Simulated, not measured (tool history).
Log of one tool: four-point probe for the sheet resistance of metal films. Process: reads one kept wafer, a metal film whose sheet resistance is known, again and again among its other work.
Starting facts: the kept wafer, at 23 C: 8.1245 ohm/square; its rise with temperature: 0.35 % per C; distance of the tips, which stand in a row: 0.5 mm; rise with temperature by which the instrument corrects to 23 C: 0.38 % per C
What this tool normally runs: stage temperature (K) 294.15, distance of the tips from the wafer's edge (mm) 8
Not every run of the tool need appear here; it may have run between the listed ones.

run,day,stage temperature (K),distance of the tips from the wafer's edge (mm),sheet resistance as the instrument gives it (ohm/square)
1,0,294.15,8,8.12285
2,0.921,294.15,8,8.12249
3,1.658,299.15,8,8.107655
4,2.425,299.15,8,8.110771
5,3.279,299.15,8,8.111095
6,3.729,299.15,8,8.10557
7,4.246,294.15,8,8.121811
8,4.75,294.15,8,8.120022
9,5.496,294.15,8,8.120271
10,6.204,294.15,8,8.118121
11,7.075,294.15,8,8.119861
12,7.888,294.15,8,8.118095
13,8.571,294.15,8,8.117899
14,9.433,291.15,8,8.127636
15,10.338,291.15,8,8.125652
16,11.167,294.15,14,8.10672
17,11.862,294.15,14,8.108039
18,12.671,294.15,14,8.103131
19,13.258,300.15,6,8.110625
20,14.025,298.15,8,8.105737
21,15.004,300.15,10,8.092193
22,15.775,293.15,5,8.142624
23,16.517,303.15,8,8.090441
24,17.338,303.15,8,8.113453
25,18.283,303.15,8,8.112962
26,18.875,292.15,8,8.142089
27,19.8,299.15,14,8.108889
28,20.488,302.15,19,8.099633
29,21.483,301.15,6,8.128025
30,22.438,306.15,8,8.103287
31,23.067,294.15,13,8.123513
32,23.821,297.15,13,8.115582
33,24.604,298.15,35,8.107663
34,25.092,298.15,35,8.104802
35,25.892,294.15,6,8.149718
36,26.662,306.15,71,8.082552

Not shown here: 1 entry made in the log between runs. Locate each between two listed runs and compare the hidden state at the listed run before it with the hidden state at the listed run after it:
In the gap between runs 23 and 24: stage's thermometer calibrated (day 16.992)
  inner tips' distance over the nominal, %: -0.131 -> -0.135; wafer's true temperature over the reading, C: -0.77 -> 0.09
  the result without the hidden state subtracted from the measured one, sheet resistance as the instrument gives it (ohm/square): -0.032735 -> -0.009418
